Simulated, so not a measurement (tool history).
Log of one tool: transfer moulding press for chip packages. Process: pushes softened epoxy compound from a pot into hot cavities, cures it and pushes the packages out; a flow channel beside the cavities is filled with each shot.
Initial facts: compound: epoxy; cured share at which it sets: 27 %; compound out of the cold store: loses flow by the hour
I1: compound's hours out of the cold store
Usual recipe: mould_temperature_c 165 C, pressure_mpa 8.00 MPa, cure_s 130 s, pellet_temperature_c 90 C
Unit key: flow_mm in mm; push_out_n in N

run 1 hour=0.0 | mould_temperature_c=165 pressure_mpa=8.00 cure_s=130 pellet_temperature_c=90 | I1=17.0 | flow_mm=908 push_out_n=388
run 2 hour=43.5 | mould_temperature_c=165 pressure_mpa=8.00 cure_s=123 pellet_temperature_c=90 | I1=45.3 | flow_mm=769 push_out_n=666
run 3 hour=93.1 | mould_temperature_c=165 pressure_mpa=8.00 cure_s=123 pellet_temperature_c=90 | I1=24.8 | flow_mm=865 push_out_n=801
-- hour=118.1 cavities cleaned with cleaning compound and waxed
run 4 hour=128.5 | mould_temperature_c=165 pressure_mpa=8.00 cure_s=130 pellet_temperature_c=90 | I1=22.5 | flow_mm=871 push_out_n=473
run 5 hour=172.5 | mould_temperature_c=165 pressure_mpa=8.00 cure_s=130 pellet_temperature_c=90 | I1=21.9 | flow_mm=861 push_out_n=694
run 6 hour=227.5 | mould_temperature_c=165 pressure_mpa=8.00 cure_s=130 pellet_temperature_c=89 | I1=9.7 | flow_mm=925 push_out_n=786
-- hour=236.8 cavities cleaned with cleaning compound and waxed
run 7 hour=283.4 | mould_temperature_c=165 pressure_mpa=8.00 cure_s=130 pellet_temperature_c=90 | I1=39.4 | flow_mm=766 push_out_n=616
-- hour=295.5 plunger's sealing rings changed
run 8 hour=314.3 | mould_temperature_c=165 pressure_mpa=8.00 cure_s=130 pellet_temperature_c=90 | I1=14.8 | flow_mm=952 push_out_n=737
-- hour=358.4 cavities cleaned with cleaning compound and waxed
run 9 hour=362.8 | mould_temperature_c=165 pressure_mpa=7.74 cure_s=130 pellet_temperature_c=90 | I1=29.0 | flow_mm=849 push_out_n=419
run 10 hour=406.4 | mould_temperature_c=165 pressure_mpa=8.00 cure_s=130 pellet_temperature_c=98 | I1=32.2 | flow_mm=843 push_out_n=645
run 11 hour=460.7 | mould_temperature_c=170 pressure_mpa=8.00 cure_s=130 pellet_temperature_c=90 | I1=47.4 | flow_mm=752 push_out_n=706
-- hour=474.2 cavities cleaned with cleaning compound and waxed
run 12 hour=504.9 | mould_temperature_c=165 pressure_mpa=8.00 cure_s=130 pellet_temperature_c=90 | I1=39.3 | flow_mm=788 push_out_n=579
run 13 hour=551.1 | mould_temperature_c=165 pressure_mpa=8.00 cure_s=130 pellet_temperature_c=90 | I1=16.8 | flow_mm=910 push_out_n=712
run 14 hour=575.2 | mould_temperature_c=165 pressure_mpa=8.00 cure_s=130 pellet_temperature_c=90 | I1=25.5 | flow_mm=857 push_out_n=757
-- hour=591.8 cavities cleaned with cleaning compound and waxed
run 15 hour=613.2 | mould_temperature_c=165 pressure_mpa=8.00 cure_s=130 pellet_temperature_c=90 | I1=45.4 | flow_mm=750 push_out_n=496
run 16 hour=654.6 | mould_temperature_c=165 pressure_mpa=8.69 cure_s=158 pellet_temperature_c=84 | I1=34.8 | flow_mm=833 push_out_n=658
run 17 hour=695.7 | mould_temperature_c=165 pressure_mpa=9.69 cure_s=130 pellet_temperature_c=90 | I1=20.0 | flow_mm=954 push_out_n=793
-- hour=707.7 cavities cleaned with cleaning compound and waxed
run 18 hour=742.1 | mould_temperature_c=159 pressure_mpa=8.16 cure_s=130 pellet_temperature_c=92 | I1=43.0 | flow_mm=769 push_out_n=661
-- hour=764.8 plunger's sealing rings changed
run 19 hour=786.9 | mould_temperature_c=159 pressure_mpa=8.16 cure_s=130 pellet_temperature_c=92 | I1=9.3 | flow_mm=1013 push_out_n=872
-- hour=829.8 cavities cleaned with cleaning compound and waxed
run 20 hour=835.1 | mould_temperature_c=165 pressure_mpa=8.00 cure_s=119 pellet_temperature_c=90 | I1=11.6 | flow_mm=969 push_out_n=459
-- hour=893.0 mould's thermocouples calibrated
run 21 hour=893.0 | mould_temperature_c=165 pressure_mpa=8.00 cure_s=119 pellet_temperature_c=90 | I1=29.8 | flow_mm=859 push_out_n=739
run 22 hour=942.6 | mould_temperature_c=161 pressure_mpa=9.95 cure_s=130 pellet_temperature_c=90 | I1=9.5 | flow_mm=1085 push_out_n=897
-- hour=947.5 cavities cleaned with cleaning compound and waxed
run 23 hour=986.0 | mould_temperature_c=158 pressure_mpa=9.95 cure_s=130 pellet_temperature_c=97 | I1=10.9 | flow_mm=1084 push_out_n=808
run 24 hour=1026.2 | mould_temperature_c=165 pressure_mpa=7.02 cure_s=130 pellet_temperature_c=86 | I1=45.5 | flow_mm=704 push_out_n=708
-- hour=1064.5 cavities cleaned with cleaning compound and waxed
run 25 hour=1064.9 | mould_temperature_c=165 pressure_mpa=8.90 cure_s=130 pellet_temperature_c=90 | I1=10.3 | flow_mm=1003 push_out_n=412
run 26 hour=1103.3 | mould_temperature_c=169 pressure_mpa=8.71 cure_s=156 pellet_temperature_c=83 | I1=41.6 | flow_mm=798 push_out_n=581
run 27 hour=1155.2 | mould_temperature_c=173 pressure_mpa=8.00 cure_s=145 pellet_temperature_c=97 | I1=32.3 | flow_mm=792 push_out_n=697
-- hour=1180.9 cavities cleaned with cleaning compound and waxed
run 28 hour=1192.5 | mould_temperature_c=173 pressure_mpa=8.00 cure_s=145 pellet_temperature_c=97 | I1=36.0 | flow_mm=768 push_out_n=451
run 29 hour=1216.8 | mould_temperature_c=173 pressure_mpa=8.00 cure_s=145 pellet_temperature_c=97 | I1=8.4 | flow_mm=913 push_out_n=547

Alternative continuations, all from the tool just after run 29; predict every row:
-- hour=1239.8 plunger's sealing rings changed
run A hour=1244.4 | mould_temperature_c=159 pressure_mpa=8.00 cure_s=129 pellet_temperature_c=97 | I1=11.4 | flow_mm=? push_out_n=?
-- hour=1239.8 plunger's sealing rings changed
run B hour=1244.4 | mould_temperature_c=165 pressure_mpa=8.00 cure_s=130 pellet_temperature_c=95 | I1=25.9 | flow_mm=? push_out_n=?
-- hour=1239.8 plunger's sealing rings changed
run C hour=1244.4 | mould_temperature_c=165 pressure_mpa=7.53 cure_s=154 pellet_temperature_c=90 | I1=38.3 | flow_mm=? push_out_n=?

run=A flow_mm=988 push_out_n=848
run=B flow_mm=880 push_out_n=661
run=C flow_mm=797 push_out_n=626
Had the tool no hidden state, the same runs would have come out as:
run=A flow_mm=992 push_out_n=486
run=B flow_mm=883 push_out_n=372
run=C flow_mm=800 push_out_n=351
